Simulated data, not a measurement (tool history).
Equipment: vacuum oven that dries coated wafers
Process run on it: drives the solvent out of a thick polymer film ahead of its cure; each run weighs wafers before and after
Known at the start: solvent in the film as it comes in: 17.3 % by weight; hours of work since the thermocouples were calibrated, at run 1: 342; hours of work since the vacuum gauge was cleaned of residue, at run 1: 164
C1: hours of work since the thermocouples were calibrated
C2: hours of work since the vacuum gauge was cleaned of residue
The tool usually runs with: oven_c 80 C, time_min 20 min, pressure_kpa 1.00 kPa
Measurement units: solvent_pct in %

{"run": 1, "hour": 0.0, "oven_c": 80, "time_min": 20, "pressure_kpa": 1.0, "C1": 342, "C2": 164, "solvent_pct": 2.79}
{"run": 2, "hour": 24.5, "oven_c": 80, "time_min": 20, "pressure_kpa": 1.0, "C1": 361, "C2": 182, "solvent_pct": 2.73}
{"run": 3, "hour": 47.0, "oven_c": 80, "time_min": 20, "pressure_kpa": 1.0, "C1": 378, "C2": 199, "solvent_pct": 2.8}
{"run": 4, "hour": 63.1, "oven_c": 80, "time_min": 20, "pressure_kpa": 1.0, "C1": 390, "C2": 212, "solvent_pct": 2.78}
{"run": 5, "hour": 79.9, "oven_c": 80, "time_min": 20, "pressure_kpa": 1.0, "C1": 403, "C2": 224, "solvent_pct": 2.65}
{"run": 6, "hour": 101.9, "oven_c": 80, "time_min": 20, "pressure_kpa": 1.0, "C1": 419, "C2": 241, "solvent_pct": 2.8}
{"run": 7, "hour": 114.0, "oven_c": 80, "time_min": 20, "pressure_kpa": 1.0, "C1": 429, "C2": 250, "solvent_pct": 2.67}
{"run": 8, "hour": 132.5, "oven_c": 80, "time_min": 20, "pressure_kpa": 0.67, "C1": 443, "C2": 264, "solvent_pct": 2.38}
{"run": 9, "hour": 153.9, "oven_c": 80, "time_min": 20, "pressure_kpa": 0.67, "C1": 459, "C2": 281, "solvent_pct": 2.35}
{"run": 10, "hour": 168.4, "oven_c": 80, "time_min": 20, "pressure_kpa": 0.67, "C1": 470, "C2": 292, "solvent_pct": 2.33}
{"run": 11, "hour": 191.0, "oven_c": 80, "time_min": 20, "pressure_kpa": 1.0, "C1": 487, "C2": 309, "solvent_pct": 2.67}
{"run": 12, "hour": 208.8, "oven_c": 80, "time_min": 20, "pressure_kpa": 1.0, "C1": 501, "C2": 322, "solvent_pct": 2.88}
{"run": 13, "hour": 222.0, "oven_c": 88, "time_min": 20, "pressure_kpa": 1.0, "C1": 511, "C2": 332, "solvent_pct": 1.41}
{"run": 14, "hour": 237.6, "oven_c": 88, "time_min": 20, "pressure_kpa": 1.0, "C1": 523, "C2": 344, "solvent_pct": 1.38}
{"run": 15, "hour": 262.6, "oven_c": 80, "time_min": 20, "pressure_kpa": 1.0, "C1": 542, "C2": 363, "solvent_pct": 2.65}
{"run": 16, "hour": 286.2, "oven_c": 77, "time_min": 20, "pressure_kpa": 1.0, "C1": 560, "C2": 381, "solvent_pct": 3.5}
{"run": 17, "hour": 303.6, "oven_c": 86, "time_min": 20, "pressure_kpa": 1.0, "C1": 573, "C2": 395, "solvent_pct": 1.67}
{"run": 18, "hour": 321.9, "oven_c": 86, "time_min": 20, "pressure_kpa": 1.0, "C1": 587, "C2": 408, "solvent_pct": 1.69}
{"run": 19, "hour": 333.9, "oven_c": 86, "time_min": 20, "pressure_kpa": 1.0, "C1": 596, "C2": 418, "solvent_pct": 1.64}
{"run": 20, "hour": 344.3, "oven_c": 86, "time_min": 20, "pressure_kpa": 1.0, "C1": 604, "C2": 425, "solvent_pct": 1.6}
{"run": 21, "hour": 361.3, "oven_c": 92, "time_min": 16, "pressure_kpa": 1.0, "C1": 617, "C2": 438, "solvent_pct": 1.32}
{"run": 22, "hour": 372.4, "oven_c": 92, "time_min": 16, "pressure_kpa": 1.0, "C1": 625, "C2": 447, "solvent_pct": 1.25}
{"run": 23, "hour": 386.3, "oven_c": 92, "time_min": 16, "pressure_kpa": 1.0, "C1": 636, "C2": 457, "solvent_pct": 1.27}
{"run": 24, "hour": 401.3, "oven_c": 92, "time_min": 16, "pressure_kpa": 1.0, "C1": 647, "C2": 469, "solvent_pct": 1.35}
{"run": 25, "hour": 423.8, "oven_c": 92, "time_min": 16, "pressure_kpa": 1.0, "C1": 664, "C2": 486, "solvent_pct": 1.3}
{"run": 26, "hour": 437.9, "oven_c": 92, "time_min": 16, "pressure_kpa": 1.0, "C1": 675, "C2": 497, "solvent_pct": 1.2}
{"run": 27, "hour": 448.5, "oven_c": 92, "time_min": 20, "pressure_kpa": 1.0, "C1": 683, "C2": 505, "solvent_pct": 1.14}
{"run": 28, "hour": 466.5, "oven_c": 80, "time_min": 28, "pressure_kpa": 1.0, "C1": 697, "C2": 518, "solvent_pct": 2.15}
{"run": 29, "hour": 487.3, "oven_c": 84, "time_min": 15, "pressure_kpa": 0.68, "C1": 712, "C2": 534, "solvent_pct": 2.42}
{"run": 30, "hour": 499.1, "oven_c": 71, "time_min": 15, "pressure_kpa": 0.77, "C1": 721, "C2": 543, "solvent_pct": 6.36}
{"run": 31, "hour": 519.9, "oven_c": 71, "time_min": 15, "pressure_kpa": 0.77, "C1": 737, "C2": 559, "solvent_pct": 6.28}
{"run": 32, "hour": 539.0, "oven_c": 85, "time_min": 29, "pressure_kpa": 2.91, "C1": 752, "C2": 573, "solvent_pct": 3.57}
{"run": 33, "hour": 556.3, "oven_c": 87, "time_min": 20, "pressure_kpa": 3.0, "C1": 765, "C2": 587, "solvent_pct": 3.58}
{"run": 34, "hour": 576.8, "oven_c": 75, "time_min": 19, "pressure_kpa": 2.1, "C1": 780, "C2": 602, "solvent_pct": 5.69}
{"run": 35, "hour": 593.0, "oven_c": 74, "time_min": 13, "pressure_kpa": 0.68, "C1": 793, "C2": 614, "solvent_pct": 5.94}
{"run": 36, "hour": 611.5, "oven_c": 92, "time_min": 20, "pressure_kpa": 1.84, "C1": 807, "C2": 629, "solvent_pct": 1.9}
{"run": 37, "hour": 625.5, "oven_c": 73, "time_min": 20, "pressure_kpa": 1.84, "C1": 817, "C2": 639, "solvent_pct": 6.03}
{"run": 38, "hour": 643.4, "oven_c": 66, "time_min": 28, "pressure_kpa": 0.76, "C1": 831, "C2": 653, "solvent_pct": 5.42}

A few steps of solvent_pct between consecutive runs. Split each: what settings, incoming material and random variation would produce without the hidden state, and what is left over for the hidden state, along with gauge scatter present in only one of the two compared results (measured, and without hidden state):
The hidden state here: true wafer temperature over the reading, C; true pressure over the reading, kPa; drift of the gauge itself on solvent_pct, %.
Run 27 -> 28: oven_c 92 -> 80, time_min 20 -> 28. solvent_pct +1.01 %: hidden state +0.08, all else +0.93.
Run 28 -> 29: oven_c 80 -> 84, time_min 28 -> 15, pressure_kpa 1.00 -> 0.68. solvent_pct +0.27 %: hidden state -0.09, all else +0.36.
Run 29 -> 30: oven_c 84 -> 71, pressure_kpa 0.68 -> 0.77. solvent_pct +3.94 %: hidden state +0.03, all else +3.91.
Run 35 -> 36: oven_c 74 -> 92, time_min 13 -> 20, pressure_kpa 0.68 -> 1.84. solvent_pct -4.04 %: hidden state +0.03, all else -4.07.
Run 36 -> 37: oven_c 92 -> 73. solvent_pct +4.13 %: hidden state +0.04, all else +4.09.
Run 37 -> 38: oven_c 73 -> 66, time_min 20 -> 28, pressure_kpa 1.84 -> 0.76. solvent_pct -0.61 %: hidden state +0.11, all else -0.72.
